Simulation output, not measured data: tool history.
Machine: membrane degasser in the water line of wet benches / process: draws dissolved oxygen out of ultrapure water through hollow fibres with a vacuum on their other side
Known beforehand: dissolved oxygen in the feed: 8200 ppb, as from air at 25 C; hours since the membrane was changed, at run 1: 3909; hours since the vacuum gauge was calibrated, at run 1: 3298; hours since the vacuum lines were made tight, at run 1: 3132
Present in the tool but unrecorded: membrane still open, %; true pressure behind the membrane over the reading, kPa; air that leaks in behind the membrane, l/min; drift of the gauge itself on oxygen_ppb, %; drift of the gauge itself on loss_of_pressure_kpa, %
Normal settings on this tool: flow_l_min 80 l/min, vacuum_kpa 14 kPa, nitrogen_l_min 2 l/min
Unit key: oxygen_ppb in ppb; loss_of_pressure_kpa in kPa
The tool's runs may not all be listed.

run,hour,flow_l_min,vacuum_kpa,nitrogen_l_min,hours since the membrane was changed,hours since the vacuum gauge was calibrated,hours since the vacuum lines were made tight,oxygen_ppb,loss_of_pressure_kpa
1,0,80,14,2,3909,3298,3132,1023.1,29.54
2,78.2,80,12.4,2,3987,3376,3210,924.5,29.7
3,137.6,49,14,2,4046,3435,3269,615,18.01
4,193.2,49,14,2,4102,3491,3325,623.8,18.05
5,302.1,86,14,2,4211,3600,3434,1108.8,31.8
6,391.9,86,14,2,4300,3690,3524,1101.7,31.68
7,491.3,80,34.1,2,4400,3789,3623,2152.9,29.28
8,580.4,80,34.1,2,4489,3878,3712,2154,29.48
9,670.7,89,34.1,2,4579,3969,3802,2312.8,32.84
10,756.3,89,34.1,2,4665,4054,3888,2288.3,32.97
11,821.5,89,34.1,2.55,4730,4119,3953,2009.2,32.87
12,929.6,89,34.1,0.92,4838,4227,4061,3453,32.84
13,994.8,58,14,2,4903,4293,4127,738.4,20.87
14,1098.4,49,29.7,2.51,5007,4396,4230,1089.3,17.83
15,1147,49,29.7,2.51,5056,4445,4279,1098.3,18.24
16,1227.7,49,29.7,2.51,5136,4526,4359,1090.8,17.79
17,1304.2,115,29.4,2.45,5213,4602,4436,2253.2,42.05
18,1412.8,115,29.4,2.45,5321,4711,4545,2244.5,42.1
19,1513.1,67,22.4,2.45,5422,4811,4645,1157.2,24.58
# hour 1560.9: vacuum gauge calibrated
20,1602,67,32.1,2.45,5510,41,4733,1559.2,24.31
21,1701,54,33.3,2.13,5609,140,4832,1488.1,19.57
22,1811.7,50,26.5,0.89,5720,251,4943,2033.6,18.34
23,1903.2,50,26.5,0.89,5811,342,5034,2032.5,18.43

Here are 4 independent what-if runs from the current tool condition. What would each one return?
A,1974.1,50,26.5,1.24,5882,413,5105,?,?
B,1974.1,65,26.5,2.69,5882,413,5105,?,?
C,1974.1,76,22,1.97,5882,413,5105,?,?
D,1974.1,68,13.9,0.89,5882,413,5105,?,?

run,oxygen_ppb,loss_of_pressure_kpa
A,1622.7,18.25
B,1213.6,23.72
C,1467,27.89
D,1383.4,24.57
Without the tool's hidden state the same runs would have given:
run,oxygen_ppb,loss_of_pressure_kpa
A,1622.6,18.58
B,1213.4,24.16
C,1466.8,28.4
D,1383.2,25.03
